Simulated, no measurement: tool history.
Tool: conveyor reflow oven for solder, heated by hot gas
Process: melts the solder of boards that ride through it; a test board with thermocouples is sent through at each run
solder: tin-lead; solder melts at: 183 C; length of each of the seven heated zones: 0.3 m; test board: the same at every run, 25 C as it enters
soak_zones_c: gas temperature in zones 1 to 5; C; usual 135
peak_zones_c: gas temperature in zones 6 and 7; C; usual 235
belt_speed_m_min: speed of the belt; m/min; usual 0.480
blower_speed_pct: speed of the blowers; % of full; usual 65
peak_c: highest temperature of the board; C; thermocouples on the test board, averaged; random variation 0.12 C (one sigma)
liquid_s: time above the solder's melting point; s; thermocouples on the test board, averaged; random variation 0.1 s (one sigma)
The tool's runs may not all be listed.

| run | day | soak_zones_c | peak_zones_c | belt_speed_m_min | blower_speed_pct | peak_c | liquid_s |
|---|---|---|---|---|---|---|---|
| 1 | 0.000 | 135 | 235 | 0.480 | 65 | 215.1 | 53.8 |
| 2 | 1.004 | 135 | 235 | 0.480 | 84 | 219.9 | 58.3 |
| 3 | 2.133 | 135 | 235 | 0.480 | 84 | 220.1 | 58.4 |
| 4 | 3.108 | 135 | 235 | 0.480 | 84 | 219.7 | 58.2 |
| 5 | 3.954 | 135 | 239 | 0.480 | 65 | 218.6 | 56.3 |
| 6 | 5.025 | 135 | 239 | 0.480 | 65 | 218.6 | 56.5 |
| 7 | 5.775 | 135 | 235 | 0.480 | 65 | 214.8 | 53.6 |
| 8 | 6.992 | 135 | 235 | 0.480 | 65 | 216.3 | 54.9 |
| 9 | 7.738 | 135 | 235 | 0.480 | 65 | 216.1 | 54.9 |
| 10 | 8.704 | 135 | 248 | 0.480 | 65 | 227.5 | 62.9 |
| 11 | 9.267 | 137 | 235 | 0.505 | 65 | 214.4 | 51.3 |
| 12 | 10.388 | 137 | 229 | 0.482 | 86 | 216.2 | 56.5 |
| 13 | 11.388 | 135 | 233 | 0.480 | 65 | 214.2 | 53.3 |
| 14 | 12.117 | 132 | 235 | 0.461 | 65 | 216.5 | 56.9 |
| 15 | 12.967 | 135 | 245 | 0.460 | 65 | 225.7 | 65.0 |
| 16 | 14.088 | 135 | 245 | 0.460 | 65 | 226.0 | 64.8 |
| 17 | 15.092 | 135 | 245 | 0.482 | 77 | 227.6 | 63.2 |
| 18 | 16.000 | 135 | 245 | 0.482 | 77 | 227.7 | 62.9 |
| 19 | 17.125 | 125 | 227 | 0.409 | 52 | 207.7 | 52.2 |

Taken out of this log: 1 entry between the listed runs. Where each belongs, and how the hidden state differs across it:
Run 7 -> run 8: flux residue cleaned out of gas plates and filters (day 6.521)
  heat that the gas passes to the board, % of a clean oven's: 94 -> 99.6; belt's true speed, % of the reading: 98.74 -> 98.71; true gas temperature in zones 6 and 7 over the reading, C: -0.96 -> -0.98
  difference, measured minus the result without the unlogged condition, peak_c: -1.8 -> -0.5 C; liquid_s: -0.9 -> +0.4 s
